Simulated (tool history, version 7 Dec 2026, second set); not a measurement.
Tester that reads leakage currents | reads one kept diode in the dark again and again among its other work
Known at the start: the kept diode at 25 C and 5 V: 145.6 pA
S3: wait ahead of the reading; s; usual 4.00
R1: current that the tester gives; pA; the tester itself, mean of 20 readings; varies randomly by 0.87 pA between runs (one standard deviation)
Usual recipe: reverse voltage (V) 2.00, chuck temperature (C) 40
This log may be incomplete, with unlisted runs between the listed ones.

Run 1, hour 0.0: usual settings. Result: R1 295.40 pA.
Run 2, hour 107.6: usual settings but S3 1.40 s. Result: R1 297.64 pA.
At hour 256.1: probe card cleaned and baked.
Run 3, hour 306.0: usual settings but reverse voltage (V) 1.56, S3 1.40 s. Result: R1 260.36 pA.
Run 4, hour 445.4: usual settings but reverse voltage (V) 1.56, S3 1.40 s. Result: R1 261.17 pA.
Run 5, hour 674.9: usual settings but reverse voltage (V) 1.56, S3 1.40 s. Result: R1 264.17 pA.
Run 6, hour 793.2: usual settings. Result: R1 299.50 pA.
Run 7, hour 998.5: usual settings but S3 2.69 s. Result: R1 302.53 pA.
Run 8, hour 1188.6: usual settings but chuck temperature (C) 36. Result: R1 225.20 pA.
Run 9, hour 1332.8: usual settings but chuck temperature (C) 36. Result: R1 227.09 pA.
Run 10, hour 1486.8: usual settings but chuck temperature (C) 36. Result: R1 228.30 pA.
Run 11, hour 1682.9: usual settings but reverse voltage (V) 1.88, chuck temperature (C) 36. Result: R1 224.25 pA.
Run 12, hour 1819.2: usual settings but reverse voltage (V) 1.88, chuck temperature (C) 36. Result: R1 225.63 pA.
At hour 2033.7: chuck's temperature calibrated.
Run 13, hour 2079.6: usual settings but reverse voltage (V) 1.88, chuck temperature (C) 36. Result: R1 229.13 pA.
Run 14, hour 2224.6: usual settings but reverse voltage (V) 1.88, chuck temperature (C) 36. Result: R1 231.73 pA.
Run 15, hour 2429.4: usual settings but reverse voltage (V) 1.88, chuck temperature (C) 36. Result: R1 233.25 pA.
Run 16, hour 2690.7: usual settings. Result: R1 322.90 pA.
Run 17, hour 2823.2: usual settings. Result: R1 324.57 pA.
Run 18, hour 3008.1: usual settings. Result: R1 327.43 pA.
Run 19, hour 3253.2: usual settings. Result: R1 330.84 pA.
Run 20, hour 3364.9: usual settings but reverse voltage (V) 1.27, chuck temperature (C) 25, S3 7.68 s. Result: R1 86.08 pA.
At hour 3511.1: chuck's temperature calibrated, once more.
Run 21, hour 3616.6: usual settings but reverse voltage (V) 1.27, chuck temperature (C) 25, S3 7.68 s. Result: R1 74.20 pA.
Run 22, hour 3757.7: usual settings but reverse voltage (V) 1.27, chuck temperature (C) 25, S3 7.68 s. Result: R1 75.16 pA.
Run 23, hour 3983.8: usual settings but reverse voltage (V) 2.04, chuck temperature (C) 21, S3 0.35 s. Result: R1 73.07 pA.
At hour 4134.9: probe card cleaned and baked.
Run 24, hour 4180.7: usual settings but reverse voltage (V) 2.74, chuck temperature (C) 45, S3 1.53 s. Result: R1 485.74 pA.
Run 25, hour 4304.8: usual settings but reverse voltage (V) 6.87, chuck temperature (C) 20, S3 6.68 s. Result: R1 115.02 pA.
Run 26, hour 4510.7: usual settings but reverse voltage (V) 13.82, chuck temperature (C) 26, S3 6.68 s. Result: R1 270.43 pA.
Run 27, hour 4691.6: usual settings but reverse voltage (V) 4.23, chuck temperature (C) 22, S3 8.77 s. Result: R1 108.75 pA.
At hour 4706.0: tester calibrated.
Run 28, hour 4815.5: usual settings but reverse voltage (V) 4.23, chuck temperature (C) 22, S3 8.77 s. Result: R1 112.98 pA.
Run 29, hour 5003.0: usual settings but reverse voltage (V) 4.23, chuck temperature (C) 22, S3 8.77 s. Result: R1 113.97 pA.
Run 30, hour 5228.1: usual settings but reverse voltage (V) 2.82, chuck temperature (C) 22, S3 8.77 s. Result: R1 92.94 pA.
Run 31, hour 5457.2: usual settings but reverse voltage (V) 1.76, chuck temperature (C) 22, S3 0.77 s. Result: R1 74.90 pA.
Run 32, hour 5608.6: usual settings but reverse voltage (V) 10.01, chuck temperature (C) 24, S3 8.48 s. Result: R1 216.16 pA.
Run 33, hour 5839.5: usual settings but reverse voltage (V) 10.01, chuck temperature (C) 21, S3 8.48 s. Result: R1 176.11 pA.
At hour 5895.5: chuck's temperature calibrated.
Run 34, hour 5986.0: usual settings but S3 3.94 s. Result: R1 290.69 pA.
Run 35, hour 6178.9: usual settings but reverse voltage (V) 8.63, chuck temperature (C) 42, S3 7.64 s. Result: R1 708.35 pA.
Run 36, hour 6428.8: usual settings but reverse voltage (V) 8.63, chuck temperature (C) 42, S3 7.64 s. Result: R1 720.84 pA.
Run 37, hour 6596.3: usual settings but reverse voltage (V) 8.63, chuck temperature (C) 42, S3 7.64 s. Result: R1 720.38 pA.
Run 38, hour 6764.8: usual settings but reverse voltage (V) 1.82, chuck temperature (C) 47, S3 7.02 s. Result: R1 468.82 pA.

Here are 4 independent what-if runs from the current tool condition. What would each one return?
Run A, hour 7003.9: usual settings but reverse voltage (V) 2.37, chuck temperature (C) 36, S3 7.02 s. Result: R1 ?.
Run B, hour 7003.9: usual settings but reverse voltage (V) 1.82, chuck temperature (C) 47, S3 1.29 s. Result: R1 ?.
Run C, hour 7003.9: usual settings but reverse voltage (V) 3.98, chuck temperature (C) 43, S3 5.37 s. Result: R1 ?.
Run D, hour 7003.9: usual settings but reverse voltage (V) 15.97, chuck temperature (C) 31. Result: R1 ?.

run      R1
  A  246.28
  B  471.77
  C  528.91
  D  463.83
With no hidden state in the tool, these same runs would have given:
run      R1
  A  235.41
  B  457.52
  C  508.59
  D  419.50

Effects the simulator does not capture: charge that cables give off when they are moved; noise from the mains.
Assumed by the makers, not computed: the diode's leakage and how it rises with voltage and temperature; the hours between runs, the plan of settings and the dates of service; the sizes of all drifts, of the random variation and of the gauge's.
